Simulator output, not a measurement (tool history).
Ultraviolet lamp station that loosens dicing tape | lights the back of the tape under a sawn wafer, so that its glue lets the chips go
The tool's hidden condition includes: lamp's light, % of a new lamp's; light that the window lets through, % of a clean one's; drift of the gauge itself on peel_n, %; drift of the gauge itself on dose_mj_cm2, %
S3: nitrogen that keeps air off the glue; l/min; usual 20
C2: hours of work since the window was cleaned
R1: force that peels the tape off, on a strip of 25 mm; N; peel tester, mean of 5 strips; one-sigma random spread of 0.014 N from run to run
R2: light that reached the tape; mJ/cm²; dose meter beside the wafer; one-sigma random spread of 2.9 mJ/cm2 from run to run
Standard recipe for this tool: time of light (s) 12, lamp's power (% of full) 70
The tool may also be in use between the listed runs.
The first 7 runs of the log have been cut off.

{"run": 8, "hour": 544.4, "time of light (s)": 7, "lamp's power (% of full)": 70, "S3": 20, "hours of work of the lamp": 1190, "C2": 285, "R1": 2.275, "R2": 143}
{"run": 9, "hour": 645.9, "time of light (s)": 7, "lamp's power (% of full)": 70, "S3": 20, "hours of work of the lamp": 1255, "C2": 349, "R1": 2.342, "R2": 138}
{"run": 10, "hour": 705.4, "time of light (s)": 12, "lamp's power (% of full)": 70, "S3": 10, "hours of work of the lamp": 1292, "C2": 387, "R1": 1.798, "R2": 230}
{"hour": 730.5, "done": "window cleaned of glue's vapour"}
{"run": 11, "hour": 754.7, "time of light (s)": 12, "lamp's power (% of full)": 70, "S3": 14, "hours of work of the lamp": 1323, "C2": 15, "R1": 1.549, "R2": 245}
{"run": 12, "hour": 798.4, "time of light (s)": 12, "lamp's power (% of full)": 70, "S3": 14, "hours of work of the lamp": 1351, "C2": 43, "R1": 1.584, "R2": 241}
{"run": 13, "hour": 840.7, "time of light (s)": 12, "lamp's power (% of full)": 70, "S3": 20, "hours of work of the lamp": 1377, "C2": 70, "R1": 1.473, "R2": 232}
{"run": 14, "hour": 921.9, "time of light (s)": 12, "lamp's power (% of full)": 70, "S3": 20, "hours of work of the lamp": 1429, "C2": 121, "R1": 1.543, "R2": 227}
{"hour": 1004.8, "done": "lamp changed"}
{"run": 15, "hour": 1012.9, "time of light (s)": 14, "lamp's power (% of full)": 70, "S3": 20, "hours of work of the lamp": 5, "C2": 178, "R1": 0.579, "R2": 461}
{"run": 16, "hour": 1094.0, "time of light (s)": 14, "lamp's power (% of full)": 70, "S3": 20, "hours of work of the lamp": 56, "C2": 229, "R1": 0.608, "R2": 447}
{"run": 17, "hour": 1176.6, "time of light (s)": 10, "lamp's power (% of full)": 70, "S3": 20, "hours of work of the lamp": 109, "C2": 281, "R1": 1.036, "R2": 312}
{"run": 18, "hour": 1227.9, "time of light (s)": 21, "lamp's power (% of full)": 70, "S3": 20, "hours of work of the lamp": 141, "C2": 314, "R1": 0.337, "R2": 642}
{"run": 19, "hour": 1322.4, "time of light (s)": 22, "lamp's power (% of full)": 70, "S3": 20, "hours of work of the lamp": 201, "C2": 374, "R1": 0.348, "R2": 653}
{"hour": 1361.5, "done": "window cleaned of glue's vapour"}
{"run": 20, "hour": 1401.9, "time of light (s)": 22, "lamp's power (% of full)": 70, "S3": 20, "hours of work of the lamp": 251, "C2": 26, "R1": 0.321, "R2": 692}
{"run": 21, "hour": 1483.2, "time of light (s)": 22, "lamp's power (% of full)": 70, "S3": 20, "hours of work of the lamp": 302, "C2": 77, "R1": 0.34, "R2": 672}
{"run": 22, "hour": 1526.3, "time of light (s)": 6, "lamp's power (% of full)": 89, "S3": 20, "hours of work of the lamp": 329, "C2": 104, "R1": 1.552, "R2": 230}
{"run": 23, "hour": 1620.5, "time of light (s)": 20, "lamp's power (% of full)": 61, "S3": 15, "hours of work of the lamp": 389, "C2": 164, "R1": 0.551, "R2": 508}
{"run": 24, "hour": 1687.0, "time of light (s)": 22, "lamp's power (% of full)": 63, "S3": 9, "hours of work of the lamp": 431, "C2": 206, "R1": 0.575, "R2": 564}
{"run": 25, "hour": 1734.0, "time of light (s)": 7, "lamp's power (% of full)": 83, "S3": 14, "hours of work of the lamp": 461, "C2": 235, "R1": 1.682, "R2": 232}
{"run": 26, "hour": 1812.6, "time of light (s)": 7, "lamp's power (% of full)": 83, "S3": 14, "hours of work of the lamp": 510, "C2": 285, "R1": 1.676, "R2": 226}
{"run": 27, "hour": 1868.1, "time of light (s)": 7, "lamp's power (% of full)": 83, "S3": 14, "hours of work of the lamp": 545, "C2": 320, "R1": 1.72, "R2": 223}
{"run": 28, "hour": 1912.6, "time of light (s)": 7, "lamp's power (% of full)": 81, "S3": 8, "hours of work of the lamp": 574, "C2": 348, "R1": 1.991, "R2": 216}
{"run": 29, "hour": 1963.8, "time of light (s)": 6, "lamp's power (% of full)": 72, "S3": 11, "hours of work of the lamp": 606, "C2": 381, "R1": 2.361, "R2": 161}
{"hour": 1991.5, "done": "window cleaned of glue's vapour"}
{"run": 30, "hour": 2022.2, "time of light (s)": 12, "lamp's power (% of full)": 70, "S3": 11, "hours of work of the lamp": 642, "C2": 19, "R1": 1.195, "R2": 327}

Predict the results of run 31:
{"run": 31, "hour": 2075.5, "time of light (s)": 12, "lamp's power (% of full)": 70, "S3": 11, "hours of work of the lamp": 676, "C2": 53, "R1": "?", "R2": "?"}

Run 31 produced R1 1.195 N, R2 321 mJ/cm².
With no hidden state in the tool, this same run would have given R1 0.821 N, R2 423 mJ/cm².

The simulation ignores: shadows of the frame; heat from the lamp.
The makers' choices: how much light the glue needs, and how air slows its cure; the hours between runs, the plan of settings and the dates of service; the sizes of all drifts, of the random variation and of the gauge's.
